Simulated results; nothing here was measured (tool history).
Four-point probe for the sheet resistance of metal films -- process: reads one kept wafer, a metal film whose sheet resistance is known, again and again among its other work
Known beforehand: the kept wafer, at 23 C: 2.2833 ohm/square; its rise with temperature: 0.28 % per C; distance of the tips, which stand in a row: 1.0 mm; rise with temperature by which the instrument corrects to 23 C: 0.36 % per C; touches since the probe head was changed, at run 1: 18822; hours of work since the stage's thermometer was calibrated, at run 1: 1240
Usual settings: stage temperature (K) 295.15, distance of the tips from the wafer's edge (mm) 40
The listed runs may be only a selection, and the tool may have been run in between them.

run,hour,stage temperature (K),distance of the tips from the wafer's edge (mm),touches since the probe head was changed,hours of work since the stage's thermometer was calibrated,sheet resistance as the instrument gives it (ohm/square)
1,0.0,295.15,40,18822,1240,2.291923
2,33.6,303.15,40,20121,1266,2.278834
3,70.3,295.15,40,21540,1295,2.292405
4,113.5,295.15,40,23208,1330,2.292679
5,156.0,295.15,40,24853,1363,2.293464
6,185.2,295.15,62,25981,1386,2.293143
7,204.7,295.15,62,26736,1402,2.293040
8,242.5,291.15,62,28195,1432,2.301417
9,278.4,301.15,23,29583,1460,2.284725
10,303.3,296.15,30,30546,1480,2.293277
11,340.0,296.15,30,31965,1509,2.292786

Alternative continuations, all from the tool just after run 11; predict every row:
A,358.7,302.15,5,32687,1524,?
B,358.7,295.15,63,32687,1524,?
C,358.7,303.15,58,32687,1524,?
D,358.7,301.15,22,32687,1524,?
E,358.7,298.15,57,32687,1524,?

run,sheet resistance as the instrument gives it (ohm/square)
A,2.331009
B,2.295102
C,2.280666
D,2.287617
E,2.289855
The same runs, with their run-to-run variation unchanged, on a tool lacking any hidden condition would have given:
run,sheet resistance as the instrument gives it (ohm/square)
A,2.321614
B,2.285796
C,2.271468
D,2.278379
E,2.280589
